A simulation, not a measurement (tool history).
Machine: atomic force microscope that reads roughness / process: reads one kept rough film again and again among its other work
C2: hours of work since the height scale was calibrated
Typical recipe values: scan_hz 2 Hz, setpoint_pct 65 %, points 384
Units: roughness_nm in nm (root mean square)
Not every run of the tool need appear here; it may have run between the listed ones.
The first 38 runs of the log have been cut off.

Run 39, day 18.383: usual settings but scan_hz 2.19 Hz, setpoint_pct 64 %, points 291; pictures with this tip 51; C2 73. Result: roughness_nm 2.523 nm (root mean square).
Run 40, day 18.738: usual settings but setpoint_pct 61 %, points 987; pictures with this tip 62; C2 76. Result: roughness_nm 2.57 nm (root mean square).
Run 41, day 19.358: usual settings but setpoint_pct 58 %, points 749; pictures with this tip 82; C2 83. Result: roughness_nm 2.505 nm (root mean square).
Run 42, day 19.975: usual settings but scan_hz 0.54 Hz, setpoint_pct 66 %, points 985; pictures with this tip 101; C2 89. Result: roughness_nm 2.459 nm (root mean square).
Run 43, day 20.321: usual settings but scan_hz 0.54 Hz, setpoint_pct 66 %, points 985; pictures with this tip 112; C2 92. Result: roughness_nm 2.425 nm (root mean square).
Run 44, day 20.662: usual settings but scan_hz 0.54 Hz, setpoint_pct 66 %, points 985; pictures with this tip 123; C2 96. Result: roughness_nm 2.387 nm (root mean square).
Run 45, day 21.254: usual settings but scan_hz 0.54 Hz, setpoint_pct 66 %, points 985; pictures with this tip 142; C2 102. Result: roughness_nm 2.32 nm (root mean square).
Run 46, day 21.579: usual settings but scan_hz 0.6 Hz, setpoint_pct 60 %; pictures with this tip 152; C2 105. Result: roughness_nm 2.275 nm (root mean square).
Run 47, day 22: usual settings but scan_hz 0.56 Hz, setpoint_pct 64 %; pictures with this tip 165; C2 109. Result: roughness_nm 2.204 nm (root mean square).
Run 48, day 22.438: usual settings but scan_hz 2.37 Hz; pictures with this tip 179; C2 114. Result: roughness_nm 2.07 nm (root mean square).
Run 49, day 22.858: usual settings but setpoint_pct 63 %; pictures with this tip 192; C2 118. Result: roughness_nm 2.058 nm (root mean square).
Run 50, day 23.142: usual settings but scan_hz 2.38 Hz, setpoint_pct 74 %, points 296; pictures with this tip 201; C2 121. Result: roughness_nm 1.907 nm (root mean square).
Run 51, day 23.517: usual settings but scan_hz 2.38 Hz, setpoint_pct 88 %, points 496; pictures with this tip 213; C2 124. Result: roughness_nm 1.75 nm (root mean square).
Run 52, day 23.983: usual settings but scan_hz 2.23 Hz, points 306; pictures with this tip 228; C2 129. Result: roughness_nm 1.916 nm (root mean square).

Each row is a separate what-if for the run after 52, all from the same tool condition, not one after another. Results?
Run A, day 24.458: usual settings but scan_hz 1.67 Hz; pictures with this tip 243; C2 134. Result: roughness_nm ?.
Run B, day 24.458: usual settings but points 913; pictures with this tip 243; C2 134. Result: roughness_nm ?.
Run C, day 24.458: usual settings but scan_hz 2.31 Hz, points 258; pictures with this tip 243; C2 134. Result: roughness_nm ?.
Run D, day 24.458: usual settings but scan_hz 1.92 Hz, setpoint_pct 85 %, points 318; pictures with this tip 243; C2 134. Result: roughness_nm ?.
Run E, day 24.458: usual settings but scan_hz 0.57 Hz, setpoint_pct 68 %, points 513; pictures with this tip 243; C2 134. Result: roughness_nm ?.

run  roughness_nm
  A         1.922
  B         1.946
  C         1.857
  D         1.743
  E         1.982
The same runs, with their run-to-run variation unchanged, on a tool lacking any hidden condition would have given:
run  roughness_nm
  A         2.851
  B         2.887
  C         2.754
  D         2.585
  E         2.943
